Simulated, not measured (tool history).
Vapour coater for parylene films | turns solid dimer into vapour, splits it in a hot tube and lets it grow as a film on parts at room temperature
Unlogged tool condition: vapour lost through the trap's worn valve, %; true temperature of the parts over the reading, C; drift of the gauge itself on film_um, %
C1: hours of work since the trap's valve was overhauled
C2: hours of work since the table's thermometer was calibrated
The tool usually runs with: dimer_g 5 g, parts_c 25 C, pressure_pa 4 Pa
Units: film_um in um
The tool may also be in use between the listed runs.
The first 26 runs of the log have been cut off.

{"run": 27, "day": 11.55, "dimer_g": 4, "parts_c": 21, "pressure_pa": 9.18, "C1": 47, "C2": 458, "film_um": 1.88}
{"run": 28, "day": 12.125, "dimer_g": 5, "parts_c": 30, "pressure_pa": 4, "C1": 56, "C2": 467, "film_um": 2.05}
{"run": 29, "day": 12.417, "dimer_g": 6, "parts_c": 23, "pressure_pa": 3.42, "C1": 61, "C2": 472, "film_um": 3.3}
{"run": 30, "day": 13.062, "dimer_g": 6, "parts_c": 33, "pressure_pa": 3.42, "C1": 71, "C2": 482, "film_um": 2.34}
{"run": 31, "day": 13.567, "dimer_g": 5, "parts_c": 23, "pressure_pa": 6, "C1": 78, "C2": 490, "film_um": 2.42}
{"run": 32, "day": 14.012, "dimer_g": 4, "parts_c": 23, "pressure_pa": 6, "C1": 85, "C2": 496, "film_um": 1.88}
{"run": 33, "day": 14.633, "dimer_g": 4, "parts_c": 23, "pressure_pa": 6, "C1": 95, "C2": 506, "film_um": 1.87}
{"run": 34, "day": 15.175, "dimer_g": 8, "parts_c": 30, "pressure_pa": 2.28, "C1": 103, "C2": 514, "film_um": 3.84}
{"run": 35, "day": 15.554, "dimer_g": 2, "parts_c": 25, "pressure_pa": 8.22, "C1": 109, "C2": 520, "film_um": 0.85}
{"run": 36, "day": 16.129, "dimer_g": 3, "parts_c": 28, "pressure_pa": 4, "C1": 118, "C2": 529, "film_um": 1.33}
{"run": 37, "day": 16.7, "dimer_g": 9, "parts_c": 20, "pressure_pa": 5.16, "C1": 127, "C2": 538, "film_um": 4.83}
{"run": 38, "day": 17.383, "dimer_g": 2, "parts_c": 20, "pressure_pa": 5.16, "C1": 137, "C2": 548, "film_um": 1.06}
{"run": 39, "day": 17.779, "dimer_g": 2, "parts_c": 20, "pressure_pa": 5.16, "C1": 143, "C2": 554, "film_um": 1.07}
{"run": 40, "day": 18.262, "dimer_g": 2, "parts_c": 20, "pressure_pa": 5.16, "C1": 151, "C2": 562, "film_um": 1.1}
{"run": 41, "day": 18.908, "dimer_g": 2, "parts_c": 25, "pressure_pa": 2.03, "C1": 161, "C2": 572, "film_um": 1.11}
{"run": 42, "day": 19.575, "dimer_g": 2, "parts_c": 25, "pressure_pa": 2.03, "C1": 171, "C2": 582, "film_um": 1.14}
{"run": 43, "day": 20.083, "dimer_g": 2, "parts_c": 25, "pressure_pa": 2.03, "C1": 179, "C2": 590, "film_um": 1.17}
{"run": 44, "day": 20.412, "dimer_g": 2, "parts_c": 17, "pressure_pa": 2.03, "C1": 184, "C2": 595, "film_um": 1.44}
{"run": 45, "day": 20.7, "dimer_g": 5, "parts_c": 25, "pressure_pa": 4, "C1": 188, "C2": 599, "film_um": 2.44}
{"run": 46, "day": 21.204, "dimer_g": 5, "parts_c": 19, "pressure_pa": 4, "C1": 196, "C2": 607, "film_um": 2.93}
{"run": 47, "day": 21.567, "dimer_g": 2, "parts_c": 27, "pressure_pa": 3.28, "C1": 202, "C2": 613, "film_um": 0.96}

3 ways to go on from here, each from the tool as it stands after run 47. What would each give?
{"run": "A", "day": 22.138, "dimer_g": 7, "parts_c": 27, "pressure_pa": 3.28, "C1": 210, "C2": 622, "film_um": "?"}
{"run": "B", "day": 22.138, "dimer_g": 2, "parts_c": 27, "pressure_pa": 2.64, "C1": 210, "C2": 622, "film_um": "?"}
{"run": "C", "day": 22.138, "dimer_g": 9, "parts_c": 25, "pressure_pa": 7.11, "C1": 210, "C2": 622, "film_um": "?"}

run=A film_um=3.38
run=B film_um=0.99
run=C film_um=3.91
Take away the tool's hidden state, keep each run's random variation, and the runs would have read:
run=A film_um=3.38
run=B film_um=0.99
run=C film_um=3.92
